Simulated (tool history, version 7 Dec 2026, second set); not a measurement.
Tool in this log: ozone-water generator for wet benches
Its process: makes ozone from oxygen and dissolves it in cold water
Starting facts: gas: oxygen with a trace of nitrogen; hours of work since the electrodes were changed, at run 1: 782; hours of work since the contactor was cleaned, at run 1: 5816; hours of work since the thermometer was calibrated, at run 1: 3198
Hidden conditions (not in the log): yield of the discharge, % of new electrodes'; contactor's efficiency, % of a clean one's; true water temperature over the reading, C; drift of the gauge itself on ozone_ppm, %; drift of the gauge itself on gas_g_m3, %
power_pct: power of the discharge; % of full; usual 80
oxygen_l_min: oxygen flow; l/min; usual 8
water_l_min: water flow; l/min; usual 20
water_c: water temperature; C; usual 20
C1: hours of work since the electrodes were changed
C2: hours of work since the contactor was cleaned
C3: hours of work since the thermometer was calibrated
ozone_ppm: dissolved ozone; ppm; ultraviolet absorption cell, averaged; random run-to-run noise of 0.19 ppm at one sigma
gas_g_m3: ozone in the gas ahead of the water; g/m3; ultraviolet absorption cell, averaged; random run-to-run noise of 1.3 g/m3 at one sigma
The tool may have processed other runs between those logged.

Run 1, hour 0: usual settings; C1 782; C2 5816; C3 3198. Result: ozone_ppm 26.8 ppm, gas_g_m3 234.7 g/m3.
Run 2, hour 19.7: usual settings; C1 797; C2 5831; C3 3213. Result: ozone_ppm 26.3 ppm, gas_g_m3 238 g/m3.
Run 3, hour 44.5: usual settings; C1 816; C2 5850; C3 3232. Result: ozone_ppm 26.6 ppm, gas_g_m3 234.6 g/m3.
Run 4, hour 77.1: usual settings; C1 841; C2 5875; C3 3257. Result: ozone_ppm 26.7 ppm, gas_g_m3 236.7 g/m3.
Run 5, hour 97.5: usual settings; C1 856; C2 5890; C3 3273. Result: ozone_ppm 26.5 ppm, gas_g_m3 236.5 g/m3.
Run 6, hour 116.5: usual settings; C1 871; C2 5905; C3 3287. Result: ozone_ppm 26.8 ppm, gas_g_m3 234.9 g/m3.
Run 7, hour 139.2: usual settings but water_c 17 C; C1 888; C2 5922; C3 3305. Result: ozone_ppm 27.6 ppm, gas_g_m3 233.3 g/m3.
Run 8, hour 164.2: usual settings but water_l_min 23 l/min; C1 908; C2 5941; C3 3324. Result: ozone_ppm 23.4 ppm, gas_g_m3 232.6 g/m3.
Run 9, hour 182.4: usual settings; C1 921; C2 5955; C3 3338. Result: ozone_ppm 26.8 ppm, gas_g_m3 235.5 g/m3.
Run 10, hour 203.8: usual settings; C1 938; C2 5972; C3 3354. Result: ozone_ppm 26.5 ppm, gas_g_m3 231.5 g/m3.
At hour 210: water thermometer calibrated.
Run 11, hour 223.1: usual settings; C1 952; C2 5986; C3 10. Result: ozone_ppm 26.7 ppm, gas_g_m3 234 g/m3.
Run 12, hour 239.7: usual settings; C1 965; C2 5999; C3 23. Result: ozone_ppm 26.6 ppm, gas_g_m3 235.3 g/m3.
Run 13, hour 271.7: usual settings but water_c 17 C; C1 989; C2 6023; C3 47. Result: ozone_ppm 28.1 ppm, gas_g_m3 233.8 g/m3.
Run 14, hour 296.1: usual settings but water_c 17 C; C1 1008; C2 6042; C3 66. Result: ozone_ppm 28 ppm, gas_g_m3 232.7 g/m3.
Run 15, hour 311.6: usual settings but oxygen_l_min 13.33 l/min, water_c 17 C; C1 1020; C2 6054; C3 78. Result: ozone_ppm 24.1 ppm, gas_g_m3 163.5 g/m3.
Run 16, hour 332.9: usual settings but power_pct 48 % of full, oxygen_l_min 13.33 l/min, water_c 17 C; C1 1036; C2 6070; C3 94. Result: ozone_ppm 15.3 ppm, gas_g_m3 102.9 g/m3.
Run 17, hour 357.1: usual settings but power_pct 51 % of full, water_l_min 22 l/min, water_c 19 C; C1 1055; C2 6089; C3 113. Result: ozone_ppm 16.3 ppm, gas_g_m3 154.2 g/m3.
Run 18, hour 378.5: usual settings but power_pct 51 % of full, water_l_min 22 l/min, water_c 19 C; C1 1071; C2 6105; C3 129. Result: ozone_ppm 16.5 ppm, gas_g_m3 153.5 g/m3.
Run 19, hour 400.5: usual settings but power_pct 75 % of full, oxygen_l_min 6.35 l/min, water_l_min 31 l/min, water_c 16 C; C1 1088; C2 6122; C3 146. Result: ozone_ppm 17.5 ppm, gas_g_m3 254.2 g/m3.
Run 20, hour 432.2: usual settings but oxygen_l_min 13.82 l/min, water_l_min 16 l/min, water_c 13 C; C1 1112; C2 6146; C3 170. Result: ozone_ppm 30.9 ppm, gas_g_m3 160.5 g/m3.
Run 21, hour 462.4: usual settings but oxygen_l_min 13.82 l/min, water_l_min 16 l/min, water_c 13 C; C1 1136; C2 6170; C3 193. Result: ozone_ppm 30.4 ppm, gas_g_m3 161.5 g/m3.
Run 22, hour 477.1: usual settings but oxygen_l_min 13.82 l/min, water_l_min 16 l/min, water_c 13 C; C1 1147; C2 6181; C3 205. Result: ozone_ppm 30.5 ppm, gas_g_m3 159.1 g/m3.
Run 23, hour 491.8: usual settings but power_pct 82 % of full, oxygen_l_min 6.42 l/min, water_l_min 31 l/min, water_c 14 C; C1 1158; C2 6192; C3 216. Result: ozone_ppm 19.7 ppm, gas_g_m3 271.6 g/m3.
Run 24, hour 520.1: usual settings but power_pct 82 % of full, oxygen_l_min 6.42 l/min, water_l_min 31 l/min, water_c 14 C; C1 1180; C2 6214; C3 238. Result: ozone_ppm 19.8 ppm, gas_g_m3 273 g/m3.
Run 25, hour 537.4: usual settings but power_pct 65 % of full, oxygen_l_min 12.75 l/min, water_l_min 26 l/min; C1 1193; C2 6227; C3 251. Result: ozone_ppm 15.5 ppm, gas_g_m3 137.9 g/m3.
Run 26, hour 556.1: usual settings but power_pct 48 % of full, oxygen_l_min 6.96 l/min, water_l_min 21 l/min, water_c 15 C; C1 1207; C2 6241; C3 265. Result: ozone_ppm 17.8 ppm, gas_g_m3 159 g/m3.
Run 27, hour 575.1: usual settings but power_pct 64 % of full, oxygen_l_min 8.3 l/min, water_l_min 16 l/min, water_c 23 C; C1 1222; C2 6256; C3 280. Result: ozone_ppm 24.3 ppm, gas_g_m3 183.1 g/m3.
Run 28, hour 592: usual settings but power_pct 64 % of full, oxygen_l_min 8.3 l/min, water_l_min 16 l/min, water_c 23 C; C1 1235; C2 6269; C3 293. Result: ozone_ppm 24.4 ppm, gas_g_m3 184.5 g/m3.
Run 29, hour 614.5: usual settings but power_pct 61 % of full, oxygen_l_min 4.23 l/min, water_l_min 18 l/min, water_c 23 C; C1 1252; C2 6286; C3 310. Result: ozone_ppm 24.4 ppm, gas_g_m3 277.1 g/m3.
Run 30, hour 642.1: usual settings but water_c 14 C; C1 1273; C2 6307; C3 331. Result: ozone_ppm 29.3 ppm, gas_g_m3 230.1 g/m3.
Run 31, hour 663: usual settings but water_c 14 C; C1 1289; C2 6323; C3 347. Result: ozone_ppm 29.8 ppm, gas_g_m3 229 g/m3.

Had the tool no unlogged condition, and each run kept its random variation, what would the results have been?
run  gas_g_m3
  1     234.8
  2     238.2
  3       235
  4     237.5
  5     237.4
  6     236.1
  7     234.7
  8     234.2
  9     237.3
 10     233.5
 11     236.2
 12     237.7
 13     236.5
 14     235.6
 15     165.7
 16     104.4
 17     156.5
 18       156
 19     258.5
 20     163.5
 21     164.6
 22     162.3
 23     277.2
 24       279
 25     141.1
 26     162.7
 27     187.6
 28     189.1
 29     284.3
 30     236.4
 31     235.5
ozone_ppm: differs from the measured result by no more than 0.1 ppm in any run.
